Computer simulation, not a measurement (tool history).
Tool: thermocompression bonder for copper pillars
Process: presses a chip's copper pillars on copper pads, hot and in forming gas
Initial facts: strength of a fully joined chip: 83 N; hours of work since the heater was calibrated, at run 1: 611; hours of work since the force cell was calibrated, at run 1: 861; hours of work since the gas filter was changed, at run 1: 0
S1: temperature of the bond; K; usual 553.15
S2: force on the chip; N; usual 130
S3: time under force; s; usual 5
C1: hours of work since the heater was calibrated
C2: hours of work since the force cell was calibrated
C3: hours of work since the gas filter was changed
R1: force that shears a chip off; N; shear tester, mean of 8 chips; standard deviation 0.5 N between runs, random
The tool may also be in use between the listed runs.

run	hour	S1	S2	S3	C1	C2	C3	R1
1	0	553.15	130	5	611	861	0	29.1
# hour 20.3: heater calibrated with a thermocouple chip
2	47.2	553.15	130	5	15	886	25	29.6
3	71.5	553.15	130	5	28	900	38	30.5
4	99.4	553.15	107	5	44	915	54	24.6
5	136	553.15	107	5	64	935	74	24.5
6	172.8	565.15	107	5	84	955	94	27.8
7	212.5	565.15	107	5	106	977	116	27.3
8	249.2	543.15	129	5	126	997	136	26.4
9	278.8	542.15	126	5	142	1014	152	25.3
10	301.1	542.15	126	5	155	1026	165	26

Run 11 comes next. What will it give?
11	327.8	542.15	126	5	169	1041	179	?

{"run 11": {"R1": 24.7}}
Had the tool carried no hidden state, the very same run would have given R1 24.9 N.
